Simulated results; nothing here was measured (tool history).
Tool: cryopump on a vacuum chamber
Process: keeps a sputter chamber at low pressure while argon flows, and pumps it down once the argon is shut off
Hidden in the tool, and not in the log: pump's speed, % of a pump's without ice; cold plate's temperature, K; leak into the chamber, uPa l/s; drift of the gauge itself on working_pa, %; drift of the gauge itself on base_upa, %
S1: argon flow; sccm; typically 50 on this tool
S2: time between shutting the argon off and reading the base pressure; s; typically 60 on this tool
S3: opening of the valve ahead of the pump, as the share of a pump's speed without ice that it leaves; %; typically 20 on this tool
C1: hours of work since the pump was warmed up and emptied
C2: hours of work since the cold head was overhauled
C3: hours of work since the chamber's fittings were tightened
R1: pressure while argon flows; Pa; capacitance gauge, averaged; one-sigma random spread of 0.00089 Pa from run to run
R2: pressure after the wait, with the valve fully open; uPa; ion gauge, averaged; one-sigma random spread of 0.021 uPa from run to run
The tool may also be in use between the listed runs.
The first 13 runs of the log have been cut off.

run	hour	S1	S2	S3	C1	C2	C3	R1	R2
14	171.8	50	60	49	597	597	1457	0.0858	0.71
15	180.8	50	60	49	604	604	1464	0.0849	0.74
16	195.1	50	60	15	616	616	1476	0.2572	0.74
17	207.9	50	60	16	626	626	1486	0.2401	0.76
18	221.6	50	60	20	637	637	1497	0.1945	0.79
19	237.7	50	60	20	650	650	1510	0.1952	0.77
20	245.4	67	60	22	657	657	1517	0.2405	0.78
21	261.6	50	39	19	670	670	1530	0.2050	0.91
22	279.2	86	60	45	684	684	1544	0.1600	0.78
23	293.3	86	112	25	695	695	1555	0.2740	0.66
24	309.7	22	94	24	709	709	1569	0.0729	0.74
25	319.5	29	25	17	717	717	1577	0.1329	1.21
26	336.3	26	147	33	730	730	1590	0.0648	0.62
27	348.4	50	68	35	740	740	1600	0.1172	0.74
28	356.6	65	60	20	747	747	1607	0.2566	0.79
29	367.4	24	60	20	755	755	1615	0.0944	0.84
# hour 373.9: pump warmed up, emptied and cooled again
30	387.9	24	60	41	11	768	1628	0.0440	0.72
31	403.1	24	25	33	24	780	1640	0.0543	1.09
32	412.9	24	296	33	32	788	1648	0.0546	0.48
33	428.0	24	296	33	44	800	1660	0.0545	0.44
34	442.8	39	123	34	56	812	1672	0.0856	0.53
35	458.8	28	72	20	69	825	1685	0.1048	0.66

Branching from run 35: 3 alternative next runs. What would each branch give?
A	469.4	76	72	26	77	834	1694	?	?
B	469.4	46	60	54	77	834	1694	?	?
C	469.4	85	92	19	77	834	1694	?	?

run	R1	R2
A	0.2185	0.63
B	0.0649	0.70
C	0.3340	0.62
Had the tool no hidden state, the same runs would have come out as:
run	R1	R2
A	0.2161	0.36
B	0.0635	0.42
C	0.3314	0.33

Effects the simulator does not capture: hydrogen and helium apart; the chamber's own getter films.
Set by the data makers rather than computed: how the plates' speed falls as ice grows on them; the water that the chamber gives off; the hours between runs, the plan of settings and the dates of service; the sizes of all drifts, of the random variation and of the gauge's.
